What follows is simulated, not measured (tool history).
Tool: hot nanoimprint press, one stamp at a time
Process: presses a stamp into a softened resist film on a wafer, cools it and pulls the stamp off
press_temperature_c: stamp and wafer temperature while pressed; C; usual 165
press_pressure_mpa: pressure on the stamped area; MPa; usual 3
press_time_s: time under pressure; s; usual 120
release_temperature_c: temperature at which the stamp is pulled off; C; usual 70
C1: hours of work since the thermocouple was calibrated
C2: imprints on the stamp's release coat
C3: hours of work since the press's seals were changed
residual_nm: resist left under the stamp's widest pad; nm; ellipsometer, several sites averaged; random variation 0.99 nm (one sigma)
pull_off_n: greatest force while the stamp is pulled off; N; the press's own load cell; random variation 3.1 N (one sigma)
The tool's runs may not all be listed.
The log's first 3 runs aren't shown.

run 4 hour=49.4 | press_temperature_c=165 press_pressure_mpa=2.33 press_time_s=120 release_temperature_c=70 | C1=207 C2=1611 C3=641 | residual_nm=157.6 pull_off_n=145
run 5 hour=68.9 | press_temperature_c=165 press_pressure_mpa=3 press_time_s=80 release_temperature_c=70 | C1=221 C2=1670 C3=654 | residual_nm=161.6 pull_off_n=147
run 6 hour=87.6 | press_temperature_c=165 press_pressure_mpa=2.32 press_time_s=120 release_temperature_c=70 | C1=234 C2=1726 C3=667 | residual_nm=158.9 pull_off_n=146
run 7 hour=111.4 | press_temperature_c=165 press_pressure_mpa=4.15 press_time_s=120 release_temperature_c=70 | C1=251 C2=1797 C3=684 | residual_nm=124.6 pull_off_n=147
run 8 hour=131.4 | press_temperature_c=165 press_pressure_mpa=4.15 press_time_s=120 release_temperature_c=70 | C1=265 C2=1858 C3=698 | residual_nm=124.5 pull_off_n=153
run 9 hour=147.5 | press_temperature_c=165 press_pressure_mpa=3 press_time_s=120 release_temperature_c=71 | C1=276 C2=1906 C3=710 | residual_nm=145.2 pull_off_n=150
run 10 hour=161 | press_temperature_c=165 press_pressure_mpa=3 press_time_s=120 release_temperature_c=70 | C1=286 C2=1947 C3=719 | residual_nm=141.6 pull_off_n=149
run 11 hour=187.8 | press_temperature_c=165 press_pressure_mpa=3 press_time_s=120 release_temperature_c=70 | C1=304 C2=2027 C3=738 | residual_nm=142.8 pull_off_n=152
run 12 hour=210.4 | press_temperature_c=165 press_pressure_mpa=3 press_time_s=120 release_temperature_c=70 | C1=320 C2=2095 C3=754 | residual_nm=142.3 pull_off_n=155
run 13 hour=237.4 | press_temperature_c=165 press_pressure_mpa=3 press_time_s=120 release_temperature_c=70 | C1=339 C2=2176 C3=773 | residual_nm=143.8 pull_off_n=148
-- hour=255.7 stamp cleaned and given a new release coat
run 14 hour=262 | press_temperature_c=165 press_pressure_mpa=3 press_time_s=120 release_temperature_c=70 | C1=352 C2=19 C3=786 | residual_nm=142.1 pull_off_n=147
run 15 hour=275.9 | press_temperature_c=165 press_pressure_mpa=3 press_time_s=129 release_temperature_c=70 | C1=362 C2=61 C3=796 | residual_nm=138.9 pull_off_n=156
run 16 hour=302.7 | press_temperature_c=165 press_pressure_mpa=3.77 press_time_s=120 release_temperature_c=62 | C1=381 C2=141 C3=814 | residual_nm=129.4 pull_off_n=167
run 17 hour=318.6 | press_temperature_c=165 press_pressure_mpa=3.77 press_time_s=120 release_temperature_c=62 | C1=392 C2=189 C3=826 | residual_nm=129.8 pull_off_n=169
run 18 hour=349 | press_temperature_c=171 press_pressure_mpa=2.1 press_time_s=120 release_temperature_c=60 | C1=414 C2=280 C3=847 | residual_nm=141.8 pull_off_n=171
run 19 hour=370.4 | press_temperature_c=154 press_pressure_mpa=2.34 press_time_s=120 release_temperature_c=70 | C1=429 C2=344 C3=862 | residual_nm=204 pull_off_n=149
run 20 hour=390.3 | press_temperature_c=154 press_pressure_mpa=2.34 press_time_s=120 release_temperature_c=70 | C1=443 C2=404 C3=876 | residual_nm=202.6 pull_off_n=149
run 21 hour=406.9 | press_temperature_c=154 press_pressure_mpa=1.83 press_time_s=120 release_temperature_c=70 | C1=454 C2=454 C3=888 | residual_nm=210.9 pull_off_n=151
run 22 hour=431 | press_temperature_c=165 press_pressure_mpa=3.32 press_time_s=144 release_temperature_c=70 | C1=471 C2=526 C3=905 | residual_nm=127.7 pull_off_n=144
run 23 hour=446.8 | press_temperature_c=165 press_pressure_mpa=3.32 press_time_s=144 release_temperature_c=70 | C1=482 C2=574 C3=916 | residual_nm=129.5 pull_off_n=152
run 24 hour=476 | press_temperature_c=164 press_pressure_mpa=2.82 press_time_s=144 release_temperature_c=70 | C1=503 C2=661 C3=936 | residual_nm=143.4 pull_off_n=146
run 25 hour=494.8 | press_temperature_c=166 press_pressure_mpa=3 press_time_s=120 release_temperature_c=64 | C1=516 C2=718 C3=949 | residual_nm=138.4 pull_off_n=164
run 26 hour=519 | press_temperature_c=166 press_pressure_mpa=3 press_time_s=120 release_temperature_c=64 | C1=533 C2=791 C3=966 | residual_nm=138.9 pull_off_n=166

Run 27 comes next. What will it give?
run 27 hour=543.1 | press_temperature_c=161 press_pressure_mpa=3.73 press_time_s=83 release_temperature_c=71 | C1=550 C2=863 C3=983 | residual_nm=? pull_off_n=?

Run 27 gave residual_nm 164.3 nm, pull_off_n 141 N.
Without the tool's hidden state the same run would have given residual_nm 163.7 nm, pull_off_n 140 N.
